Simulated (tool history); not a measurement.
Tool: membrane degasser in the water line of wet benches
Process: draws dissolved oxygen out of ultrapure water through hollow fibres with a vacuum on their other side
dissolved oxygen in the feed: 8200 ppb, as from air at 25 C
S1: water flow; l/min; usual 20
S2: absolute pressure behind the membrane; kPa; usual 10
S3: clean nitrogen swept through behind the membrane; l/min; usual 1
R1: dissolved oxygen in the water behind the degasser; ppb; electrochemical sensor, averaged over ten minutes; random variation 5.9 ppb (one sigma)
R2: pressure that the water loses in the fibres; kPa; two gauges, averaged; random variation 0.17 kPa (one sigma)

run,day,S1,S2,S3,R1,R2
1,0,20,10,1,598.1,29.87
2,5.558,20,10,1,599.4,30.02
3,8.204,20,10,1,605.5,30.24
4,13.754,20,10,1,599.4,29.52
5,16.621,20,10,1,597.9,30.03
6,20.55,20,10,1,595.9,30.21
7,24.858,20,10,1,594.3,29.66
8,29.283,20,10,1,590.4,29.7
9,31.704,20,10,1,606.1,30.07
10,35.529,20,10,1,603.3,30.25
11,38.917,12,16.8,0.51,756.7,18.1
# day 39.371: vacuum gauge calibrated
12,43.917,20,21.8,1,1043.9,29.92
13,47.204,14,8.2,0.47,450,21.07
14,49.646,17,7.2,0.68,431.7,25.7
15,54.867,15,15.2,1,565.4,22.68
16,59.688,13,23.7,0.79,860.8,19.64
# day 60.508: vacuum gauge calibrated, once more
17,63.8,18,6.9,1,405.6,27.03
18,69.388,18,9.4,1.03,478.7,26.9
19,72.038,19,22.8,0.65,1299.9,28.56
20,75.438,13,10.1,0.86,355.4,19.86

5 ways to go on from here, each from the tool as it stands after run 20. What would each give?
# day 76.817: seals of the vacuum lines changed
A,79.679,13,10.1,1.5,?,?
# day 76.817: seals of the vacuum lines changed
B,79.679,19,15.7,0.41,?,?
# day 76.817: seals of the vacuum lines changed
C,79.679,17,18,0.5,?,?
# day 76.817: seals of the vacuum lines changed
D,79.679,15,8.1,1.25,?,?
# day 76.817: seals of the vacuum lines changed
E,79.679,19,10,1.44,?,?

run,R1,R2
A,255.9,19.53
B,1246.8,28.7
C,1116.6,25.68
D,308.1,22.75
E,478,28.43
Without the tool's hidden state the same runs would have given:
run,R1,R2
A,252.2,19.37
B,1241.7,28.46
C,1112.1,25.47
D,303.1,22.56
E,470.9,28.19
